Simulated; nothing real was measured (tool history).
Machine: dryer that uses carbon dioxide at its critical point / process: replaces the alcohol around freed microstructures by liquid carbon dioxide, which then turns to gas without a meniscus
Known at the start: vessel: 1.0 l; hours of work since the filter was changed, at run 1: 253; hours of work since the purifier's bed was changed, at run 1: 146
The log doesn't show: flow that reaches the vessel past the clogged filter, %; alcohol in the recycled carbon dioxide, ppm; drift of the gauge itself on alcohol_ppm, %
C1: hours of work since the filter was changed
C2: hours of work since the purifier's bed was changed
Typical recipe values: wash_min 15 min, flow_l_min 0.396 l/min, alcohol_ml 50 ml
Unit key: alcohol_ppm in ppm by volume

{"run": 1, "day": 0.0, "wash_min": 15, "flow_l_min": 0.396, "alcohol_ml": 50, "C1": 253, "C2": 146, "alcohol_ppm": 1186}
{"day": 0.417, "done": "inlet filter changed"}
{"run": 2, "day": 0.433, "wash_min": 15, "flow_l_min": 0.396, "alcohol_ml": 50, "C1": 0, "C2": 154, "alcohol_ppm": 698}
{"run": 3, "day": 0.758, "wash_min": 15, "flow_l_min": 0.396, "alcohol_ml": 50, "C1": 6, "C2": 160, "alcohol_ppm": 694}
{"run": 4, "day": 1.258, "wash_min": 15, "flow_l_min": 0.396, "alcohol_ml": 50, "C1": 16, "C2": 169, "alcohol_ppm": 726}
{"run": 5, "day": 1.717, "wash_min": 15, "flow_l_min": 0.396, "alcohol_ml": 50, "C1": 24, "C2": 178, "alcohol_ppm": 726}
{"run": 6, "day": 2.204, "wash_min": 15, "flow_l_min": 0.396, "alcohol_ml": 27, "C1": 33, "C2": 187, "alcohol_ppm": 453}
{"run": 7, "day": 2.458, "wash_min": 15, "flow_l_min": 0.396, "alcohol_ml": 27, "C1": 38, "C2": 192, "alcohol_ppm": 466}
{"run": 8, "day": 2.85, "wash_min": 15, "flow_l_min": 0.396, "alcohol_ml": 27, "C1": 46, "C2": 199, "alcohol_ppm": 465}
{"run": 9, "day": 3.333, "wash_min": 15, "flow_l_min": 0.396, "alcohol_ml": 63, "C1": 55, "C2": 208, "alcohol_ppm": 949}
{"run": 10, "day": 3.662, "wash_min": 15, "flow_l_min": 0.396, "alcohol_ml": 63, "C1": 61, "C2": 214, "alcohol_ppm": 1005}
{"run": 11, "day": 4.112, "wash_min": 15, "flow_l_min": 0.342, "alcohol_ml": 63, "C1": 69, "C2": 222, "alcohol_ppm": 1702}
{"run": 12, "day": 4.358, "wash_min": 15, "flow_l_min": 0.342, "alcohol_ml": 63, "C1": 74, "C2": 227, "alcohol_ppm": 1691}
{"run": 13, "day": 4.688, "wash_min": 19, "flow_l_min": 0.367, "alcohol_ml": 113, "C1": 80, "C2": 233, "alcohol_ppm": 898}
{"run": 14, "day": 5.171, "wash_min": 19, "flow_l_min": 0.367, "alcohol_ml": 113, "C1": 89, "C2": 242, "alcohol_ppm": 925}
{"run": 15, "day": 5.579, "wash_min": 17, "flow_l_min": 0.251, "alcohol_ml": 22, "C1": 97, "C2": 250, "alcohol_ppm": 1124}
{"run": 16, "day": 5.829, "wash_min": 17, "flow_l_min": 0.251, "alcohol_ml": 22, "C1": 101, "C2": 255, "alcohol_ppm": 1152}
{"run": 17, "day": 6.146, "wash_min": 23, "flow_l_min": 0.565, "alcohol_ml": 48, "C1": 107, "C2": 261, "alcohol_ppm": 130}

Measured minus without-hidden-state, run by run (identical run-to-run variation in each term; gauge scatter may differ):
run=1 alcohol_ppm=+570
run=2 alcohol_ppm=+73
run=3 alcohol_ppm=+82
run=4 alcohol_ppm=+103
run=5 alcohol_ppm=+115
run=6 alcohol_ppm=+112
run=7 alcohol_ppm=+120
run=8 alcohol_ppm=+126
run=9 alcohol_ppm=+196
run=10 alcohol_ppm=+216
run=11 alcohol_ppm=+311
run=12 alcohol_ppm=+324
run=13 alcohol_ppm=+259
run=14 alcohol_ppm=+289
run=15 alcohol_ppm=+266
run=16 alcohol_ppm=+277
run=17 alcohol_ppm=+121

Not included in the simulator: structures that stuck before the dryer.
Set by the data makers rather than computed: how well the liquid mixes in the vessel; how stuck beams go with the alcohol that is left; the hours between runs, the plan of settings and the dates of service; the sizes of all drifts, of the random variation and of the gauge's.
